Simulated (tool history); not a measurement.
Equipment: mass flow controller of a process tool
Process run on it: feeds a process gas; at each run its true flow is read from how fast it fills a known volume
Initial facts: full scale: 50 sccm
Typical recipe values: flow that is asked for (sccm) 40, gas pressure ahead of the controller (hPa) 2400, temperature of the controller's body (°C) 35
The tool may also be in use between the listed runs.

| run | hour | flow that is asked for (sccm) | gas pressure ahead of the controller (hPa) | temperature of the controller's body (°C) | true flow (%) |
|---|---|---|---|---|---|
| 1 | 0.0 | 40 | 2400 | 35 | 100.41 |
| 2 | 103.5 | 40 | 2400 | 35 | 100.54 |
| 3 | 298.6 | 40 | 2400 | 35 | 100.59 |
| 4 | 413.7 | 40 | 2400 | 21 | 100.15 |
| 5 | 529.3 | 40 | 2400 | 21 | 100.13 |
| 6 | 677.0 | 40 | 2400 | 35 | 100.89 |
| 7 | 908.1 | 40 | 2400 | 25 | 100.71 |
| 8 | 1093.6 | 23 | 2400 | 35 | 100.81 |
| 9 | 1256.3 | 40 | 2400 | 35 | 101.02 |
| 10 | 1412.5 | 40 | 2540 | 35 | 101.18 |
| 11 | 1545.8 | 40 | 2540 | 35 | 101.28 |
| 12 | 1744.7 | 41 | 2400 | 35 | 101.36 |
| 13 | 1918.4 | 41 | 2400 | 35 | 101.48 |
| 14 | 2057.1 | 40 | 2400 | 35 | 101.43 |
| 15 | 2243.0 | 40 | 2400 | 35 | 101.52 |
| 16 | 2393.8 | 41 | 2590 | 35 | 101.56 |
| 17 | 2505.6 | 8 | 1510 | 35 | 100.71 |
| 18 | 2702.5 | 15 | 2400 | 25 | 100.97 |
| 19 | 2895.4 | 15 | 2400 | 25 | 101.12 |
| 20 | 3007.6 | 15 | 2400 | 25 | 101.15 |
| 21 | 3181.3 | 8 | 2400 | 35 | 101.47 |
| 22 | 3385.2 | 48 | 2580 | 37 | 102.23 |
| 23 | 3559.2 | 6 | 2510 | 25 | 101.41 |
| 24 | 3679.7 | 6 | 2510 | 25 | 101.49 |
| 25 | 3844.2 | 6 | 2710 | 24 | 101.64 |
| 26 | 4017.7 | 12 | 2180 | 30 | 101.63 |
| 27 | 4203.6 | 12 | 2180 | 30 | 101.88 |
| 28 | 4324.8 | 12 | 2180 | 30 | 101.87 |
| 29 | 4494.3 | 12 | 2180 | 30 | 101.92 |
| 30 | 4703.0 | 7 | 1720 | 30 | 101.75 |

Here are 3 independent what-if runs from the current tool condition. What would each one return?
| A | 4835.7 | 8 | 2200 | 24 | ? |
| B | 4835.7 | 7 | 2250 | 33 | ? |
| C | 4835.7 | 6 | 1440 | 25 | ? |

| run | true flow (%) |
|---|---|
| A | 101.92 |
| B | 102.15 |
| C | 101.42 |
Without the tool's hidden state the same runs would have given:
| run | true flow (%) |
|---|---|
| A | 99.67 |
| B | 99.90 |
| C | 99.19 |
